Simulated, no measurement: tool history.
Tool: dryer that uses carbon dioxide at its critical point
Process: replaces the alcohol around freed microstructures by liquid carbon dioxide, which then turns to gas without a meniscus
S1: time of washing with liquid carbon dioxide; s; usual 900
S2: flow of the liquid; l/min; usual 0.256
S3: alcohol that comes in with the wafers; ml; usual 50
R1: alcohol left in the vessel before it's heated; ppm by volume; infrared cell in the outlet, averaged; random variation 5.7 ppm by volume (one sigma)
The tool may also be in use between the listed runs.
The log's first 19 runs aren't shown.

run	hour	S1	S2	S3	R1
20	642.1	900	0.256	75	373
21	669.9	900	0.256	75	371
22	699.3	1200	0.212	54	174
23	745.8	780	0.164	39	3099
24	790.4	900	0.195	50	1192
25	835.9	1320	0.195	50	196
26	880.8	1320	0.195	50	195
27	911.5	900	0.256	82	517
28	943.3	1140	0.256	86	166
# hour 970.7: inlet filter changed
29	991.3	780	0.199	89	2749
30	1020.3	1080	0.199	89	620
31	1058.8	1020	0.256	72	176
32	1108.0	1020	0.241	99	343
33	1135.8	1020	0.241	99	341

5 ways to go on from here, each from the tool as it stands after run 33. What would each give?
A	1155.9	720	0.177	42	?
B	1155.9	660	0.256	50	?
C	1155.9	1380	0.283	27	?
D	1155.9	1440	0.274	51	?
E	1155.9	660	0.241	110	?

run	R1
A	3178
B	1180
C	55
D	63
E	3334
Without the tool's hidden state the same runs would have given:
run	R1
A	2788
B	965
C	2
D	9
E	2838

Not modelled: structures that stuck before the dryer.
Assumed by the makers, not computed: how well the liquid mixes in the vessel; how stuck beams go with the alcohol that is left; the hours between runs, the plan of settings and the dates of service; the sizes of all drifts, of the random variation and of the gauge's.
